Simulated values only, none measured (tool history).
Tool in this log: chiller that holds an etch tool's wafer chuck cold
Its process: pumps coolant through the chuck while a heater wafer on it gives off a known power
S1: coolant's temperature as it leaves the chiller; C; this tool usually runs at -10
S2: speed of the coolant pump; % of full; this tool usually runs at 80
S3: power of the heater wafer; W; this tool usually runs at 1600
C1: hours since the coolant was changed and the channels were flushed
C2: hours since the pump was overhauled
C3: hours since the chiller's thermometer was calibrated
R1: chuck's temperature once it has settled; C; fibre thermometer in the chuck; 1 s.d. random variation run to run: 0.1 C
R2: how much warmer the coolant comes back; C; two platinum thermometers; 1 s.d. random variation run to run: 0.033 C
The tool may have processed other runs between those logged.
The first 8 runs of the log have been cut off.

run,hour,S1,S2,S3,C1,C2,C3,R1,R2
9,431.8,-10,79,1574,1815,2983,1815,3.7,4.53
10,469.1,-10,79,1574,1852,3020,1852,3.8,4.48
11,545.6,-10,79,1574,1929,3097,1929,3.7,4.44
12,584.3,-10,79,1574,1968,3135,1968,3.7,4.45
13,661.9,-10,79,1574,2045,3213,2045,3.7,4.51
14,705.7,-10,79,1574,2089,3257,2089,3.9,4.51
15,751.7,-10,79,1574,2135,3303,2135,3.8,4.51
16,831.4,-11,75,1630,2215,3383,2215,3.7,4.86
17,907.5,-11,75,1630,2291,3459,2291,3.7,4.95
# hour 917.8: coolant pump overhauled
18,963.3,-10,65,1013,2342,46,2342,-0.1,3.65
19,1043.0,-10,80,1141,2421,125,2421,0.2,3.31
20,1114.2,-17,67,1268,2492,196,2492,-4.2,4.37
21,1155.0,-17,67,1268,2533,237,2533,-4.4,4.43
# hour 1171.5: chiller's thermometer calibrated
22,1200.9,-10,93,1600,2578,282,29,3.1,3.90
23,1255.5,-10,96,1110,2633,337,84,-1.0,2.68
24,1291.9,-8,63,888,2669,373,120,1.1,3.32
25,1335.3,-10,99,983,2712,416,164,-2.4,2.32
# hour 1344.3: coolant pump overhauled, once more
26,1400.7,-10,87,863,2773,56,224,-2.9,2.16
27,1440.1,-4,61,1092,2812,96,264,7.1,3.90
28,1513.7,-10,67,1600,2886,169,337,5.6,5.31
29,1579.3,-10,67,1600,2951,235,403,5.2,5.29
30,1638.1,-10,67,1600,3010,294,462,5.3,5.28

Below are 3 alternative next runs, each starting from the tool's condition after run 30. Predict each:
A,1685.5,-12,83,869,3058,341,509,?,?
B,1685.5,-17,67,2260,3058,341,509,?,?
C,1685.5,-12,96,2162,3058,341,509,?,?

run,R1,R2
A,-4.5,2.31
B,4.9,7.46
C,5.1,4.96
Stripped of hidden state, with their random variation kept, the same runs would have yielded:
run,R1,R2
A,-4.9,2.30
B,3.7,7.43
C,4.1,4.95
